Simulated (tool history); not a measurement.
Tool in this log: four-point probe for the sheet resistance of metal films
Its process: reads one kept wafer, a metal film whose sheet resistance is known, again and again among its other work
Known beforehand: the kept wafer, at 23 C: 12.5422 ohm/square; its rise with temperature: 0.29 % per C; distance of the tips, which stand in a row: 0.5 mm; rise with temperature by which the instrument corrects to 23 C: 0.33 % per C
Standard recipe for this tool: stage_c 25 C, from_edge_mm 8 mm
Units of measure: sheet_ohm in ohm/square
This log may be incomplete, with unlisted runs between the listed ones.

Run 1, hour 0: usual settings. Result: sheet_ohm 12.614449 ohm/square.
Run 2, hour 23.7: usual settings. Result: sheet_ohm 12.613951 ohm/square.
Run 3, hour 49.2: usual settings but from_edge_mm 58 mm. Result: sheet_ohm 12.59369 ohm/square.
Run 4, hour 70.2: usual settings but from_edge_mm 58 mm. Result: sheet_ohm 12.592256 ohm/square.
Run 5, hour 95.6: usual settings but stage_c 34 C. Result: sheet_ohm 12.577066 ohm/square.
Run 6, hour 116.9: usual settings. Result: sheet_ohm 12.622355 ohm/square.
Run 7, hour 130.6: usual settings. Result: sheet_ohm 12.622226 ohm/square.
Run 8, hour 150.7: usual settings but from_edge_mm 12 mm. Result: sheet_ohm 12.605907 ohm/square.
Run 9, hour 167.6: usual settings. Result: sheet_ohm 12.62143 ohm/square.
Run 10, hour 178.7: usual settings. Result: sheet_ohm 12.620738 ohm/square.
Run 11, hour 202.3: usual settings. Result: sheet_ohm 12.623 ohm/square.
Run 12, hour 228.3: usual settings but stage_c 35 C. Result: sheet_ohm 12.579388 ohm/square.
Run 13, hour 250.2: usual settings but stage_c 35 C. Result: sheet_ohm 12.580351 ohm/square.
Run 14, hour 275.1: usual settings but stage_c 35 C. Result: sheet_ohm 12.589375 ohm/square.
Run 15, hour 296.7: usual settings but stage_c 35 C, from_edge_mm 4 mm. Result: sheet_ohm 12.661478 ohm/square.
Run 16, hour 321.9: usual settings but stage_c 35 C, from_edge_mm 4 mm. Result: sheet_ohm 12.661607 ohm/square.
Run 17, hour 348.3: usual settings but stage_c 35 C, from_edge_mm 4 mm. Result: sheet_ohm 12.667143 ohm/square.
Run 18, hour 362.2: usual settings but stage_c 35 C, from_edge_mm 4 mm. Result: sheet_ohm 12.668479 ohm/square.
Run 19, hour 378.7: usual settings but stage_c 35 C, from_edge_mm 4 mm. Result: sheet_ohm 12.671034 ohm/square.
Run 20, hour 403.2: usual settings but stage_c 22 C, from_edge_mm 4 mm. Result: sheet_ohm 12.72636 ohm/square.
Run 21, hour 416.7: usual settings but stage_c 30 C, from_edge_mm 9 mm. Result: sheet_ohm 12.603912 ohm/square.
Run 22, hour 440.9: usual settings but stage_c 30 C, from_edge_mm 13 mm. Result: sheet_ohm 12.597359 ohm/square.
Run 23, hour 452.4: usual settings but stage_c 24 C, from_edge_mm 11 mm. Result: sheet_ohm 12.625855 ohm/square.
Run 24, hour 477.9: usual settings but stage_c 18 C. Result: sheet_ohm 12.668925 ohm/square.
Run 25, hour 497.4: usual settings but stage_c 18 C, from_edge_mm 50 mm. Result: sheet_ohm 12.647675 ohm/square.
Run 26, hour 511.5: usual settings but stage_c 18 C, from_edge_mm 50 mm. Result: sheet_ohm 12.644066 ohm/square.
Run 27, hour 524.2: usual settings but stage_c 27 C, from_edge_mm 11 mm. Result: sheet_ohm 12.618148 ohm/square.
Run 28, hour 541.4: usual settings but stage_c 27 C, from_edge_mm 11 mm. Result: sheet_ohm 12.616601 ohm/square.
Run 29, hour 556.5: usual settings but stage_c 19 C, from_edge_mm 4 mm. Result: sheet_ohm 12.74945 ohm/square.
Run 30, hour 573.6: usual settings but stage_c 24 C, from_edge_mm 17 mm. Result: sheet_ohm 12.624537 ohm/square.

What does the tool deliver on the next run?
Run 31, hour 598: usual settings but stage_c 24 C, from_edge_mm 17 mm. Result: sheet_ohm ?.

Run 31 gave sheet_ohm 12.625571 ohm/square.
With the hidden condition absent and the run-to-run variation left alone, this run would have shown sheet_ohm 12.544837 ohm/square.
